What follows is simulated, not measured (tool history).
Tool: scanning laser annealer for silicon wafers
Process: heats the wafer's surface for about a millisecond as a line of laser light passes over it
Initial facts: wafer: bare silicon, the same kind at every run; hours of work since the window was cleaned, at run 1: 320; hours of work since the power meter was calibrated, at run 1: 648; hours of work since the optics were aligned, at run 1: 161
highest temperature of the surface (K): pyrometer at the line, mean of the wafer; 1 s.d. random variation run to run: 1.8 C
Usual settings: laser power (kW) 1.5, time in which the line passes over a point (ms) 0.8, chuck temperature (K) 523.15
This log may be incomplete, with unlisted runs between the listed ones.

run    hour  laser power (kW)  time in which the line passes over a point (ms)  chuck temperature (K)  hours of work since the window was cleaned  hours of work since the power meter was calibrated  hours of work since the optics were aligned  highest temperature of the surface (K)
  1       0               1.5                                              0.8                 523.15                                         320                                                 648                                          161                                 1233.15
  2      32               1.5                                              0.8                 523.15                                         336                                                 664                                          177                                 1234.15
       71.8  -- window over the wafer cleaned
  3    72.4               1.5                                              0.8                 523.15                                           0                                                 683                                          196                                 1217.15
  4   124.1               1.5                                              0.8                 523.15                                          26                                                 709                                          222                                 1217.15
  5   174.6               1.5                                              0.8                 523.15                                          51                                                 734                                          247                                 1217.15
  6   200.3              1.54                                              0.8                 523.15                                          64                                                 747                                          260                                 1241.15
      211.5  -- window over the wafer cleaned, once more
  7   258.9              1.54                                              0.8                 523.15                                          24                                                 775                                          288                                 1279.15
  8   291.6               1.5                                              0.8                 528.15                                          40                                                 792                                          305                                 1259.15
  9   321.3               1.5                                              0.8                 523.15                                          55                                                 807                                          319                                 1249.15
 10   363.4               1.5                                              0.8                 523.15                                          76                                                 828                                          340                                 1253.15
 11   421.9               1.5                                              0.8                 523.15                                         105                                                 857                                          370                                 1248.15
 12   476.1               1.5                                              0.8                 523.15                                         132                                                 884                                          397                                 1248.15
 13   514.6               1.5                                              0.8                 523.15                                         151                                                 903                                          416                                 1247.15
 14   573.3             1.344                                            0.759                 523.15                                         181                                                 933                                          445                                 1134.15
 15   600.2             1.425                                              0.8                 540.15                                         194                                                 946                                          459                                 1216.15
 16   638.5             1.325                                            0.931                 540.15                                         213                                                 965                                          478                                 1207.15
 17   667.9             1.317                                            0.693                 540.15                                         228                                                 980                                          493                                 1106.15
 18   716.2             1.317                                            0.693                 540.15                                         252                                                1004                                          517                                 1102.15
 19   760.1             1.317                                            0.693                 540.15                                         274                                                1026                                          539                                 1098.15
 20   818.8             1.528                                            0.693                 540.15                                         303                                                1055                                          568                                 1218.15
 21   858.5             1.307                                            0.877                 524.15                                         323                                                1075                                          588                                 1148.15
 22   918.2             1.307                                            0.877                 554.15                                         353                                                1105                                          618                                 1180.15
      924.9  -- window over the wafer cleaned
 23     949             1.567                                              0.8                 523.15                                          12                                                1119                                          632                                 1296.15
 24   981.4             1.567                                              0.8                 523.15                                          28                                                1135                                          648                                 1295.15
 25  1016.7             1.567                                              0.8                 523.15                                          46                                                1153                                          666                                 1296.15
 26  1043.5             1.456                                            0.569                 498.15                                          59                                                1166                                          679                                 1076.15

Here are 3 independent what-if runs from the current tool condition. What would each one return?
  A  1079             1.456                                            0.797                 554.15                                          77                                                1184                                          697                                       ?
  B  1079             1.309                                            0.661                 497.15                                          77                                                1184                                          697                                       ?
  C  1079              1.55                                            0.923                 544.15                                          77                                                1184                                          697                                       ?

run  highest temperature of the surface (K)
  A                                 1253.15
  B                                 1047.15
  C                                 1365.15
Without the tool's hidden state the same runs would have given:
run  highest temperature of the surface (K)
  A                                 1258.15
  B                                 1051.15
  C                                 1371.15
